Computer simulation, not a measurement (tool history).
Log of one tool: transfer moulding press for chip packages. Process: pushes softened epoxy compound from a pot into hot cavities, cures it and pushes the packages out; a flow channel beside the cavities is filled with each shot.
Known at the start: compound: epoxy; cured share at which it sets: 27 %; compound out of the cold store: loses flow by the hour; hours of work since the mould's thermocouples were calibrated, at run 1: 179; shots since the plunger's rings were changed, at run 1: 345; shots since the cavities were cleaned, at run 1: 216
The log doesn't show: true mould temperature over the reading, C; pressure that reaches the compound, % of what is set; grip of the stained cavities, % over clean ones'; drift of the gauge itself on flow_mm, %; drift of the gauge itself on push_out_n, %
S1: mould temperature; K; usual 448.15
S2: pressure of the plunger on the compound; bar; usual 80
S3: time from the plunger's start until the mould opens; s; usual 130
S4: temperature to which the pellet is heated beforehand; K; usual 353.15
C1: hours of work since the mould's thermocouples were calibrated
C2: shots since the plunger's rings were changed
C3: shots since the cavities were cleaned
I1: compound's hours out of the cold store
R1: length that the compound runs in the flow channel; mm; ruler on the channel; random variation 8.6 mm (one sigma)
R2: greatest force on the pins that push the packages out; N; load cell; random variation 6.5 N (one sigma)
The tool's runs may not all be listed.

run	hour	S1	S2	S3	S4	C1	C2	C3	I1	R1	R2
1	0	448.15	80	130	353.15	179	345	216	26.9	901	314
2	15	448.15	80	130	348.15	189	486	357	8.3	1007	334
# hour 33.6: cavities cleaned with cleaning compound and waxed
3	48.4	448.15	80	130	348.15	211	787	139	25	901	275
4	68.9	448.15	80	130	348.15	225	980	332	28.3	875	318
# hour 90.7: cavities cleaned with cleaning compound and waxed
5	95.7	448.15	80	130	348.15	243	1219	47	12.1	991	267
6	119.4	448.15	80	130	353.15	259	1442	270	29.2	878	331
# hour 148.6: cavities cleaned with cleaning compound and waxed
7	153.8	448.15	80	146	353.15	282	1753	49	37.9	815	236
8	168.2	448.15	80	130	353.15	292	1889	185	10.4	988	296
9	183.3	448.15	80	130	353.15	302	2031	327	45.5	785	325
# hour 207.5: cavities cleaned with cleaning compound and waxed
10	215.9	448.15	80	130	353.15	324	2325	80	37.3	814	269
11	231.6	448.15	80	130	353.15	335	2473	228	42.9	783	293
12	257.4	448.15	80	130	353.15	352	2716	471	14.2	935	345
# hour 265.5: cavities cleaned with cleaning compound and waxed
13	283.7	448.15	80	130	353.15	370	2950	172	21.5	899	300
14	298.8	448.15	80	130	353.15	380	3092	314	33.7	812	311
# hour 321.6: cavities cleaned with cleaning compound and waxed
15	327.5	448.15	98.2	130	353.15	399	3349	56	42.7	850	257
16	358.8	449.15	80	130	348.15	421	3644	351	36.3	799	301
# hour 378.8: cavities cleaned with cleaning compound and waxed
17	378.8	449.15	80	130	348.15	433	3819	0	26.4	845	236
18	411.9	449.15	80	130	348.15	456	4130	311	35.1	804	303
19	425.8	449.15	80	130	348.15	466	4262	443	33.4	817	336
# hour 434.9: cavities cleaned with cleaning compound and waxed
20	445.2	441.15	80	165	348.15	478	4430	97	10.4	1002	293
21	463.7	441.15	80.4	142	361.15	491	4605	272	29	878	402
22	483.4	441.15	80	141	353.15	505	4791	458	14.3	957	494
# hour 491.1: cavities cleaned with cleaning compound and waxed
23	501.9	441.15	80	159	359.15	516	4951	101	28.3	868	293
24	523.1	448.15	87	166	352.15	531	5151	301	13.4	946	284
# hour 547.8: cavities cleaned with cleaning compound and waxed
25	556.4	448.15	87	166	352.15	553	5451	81	46.2	754	238
26	571.7	448.15	74.7	133	348.15	564	5595	225	28.2	794	283
27	592.9	448.15	74.7	136	348.15	578	5796	426	11.6	874	336
# hour 606.2: plunger's sealing rings changed
# hour 607.7: cavities cleaned with cleaning compound and waxed
28	622.8	449.15	68.3	138	352.15	596	143	143	33.1	788	269

3 ways to go on from here, each from the tool as it stands after run 28. What would each give?
A	647.7	450.15	80	130	353.15	613	378	378	9.7	?	?
B	647.7	450.15	66	111	353.15	613	378	378	38.3	?	?
C	647.7	449.15	68.3	138	357.15	613	378	378	28.9	?	?

run	R1	R2
A	998	328
B	755	343
C	823	293
Without the tool's hidden state the same runs would have given:
run	R1	R2
A	1013	250
B	765	263
C	835	220
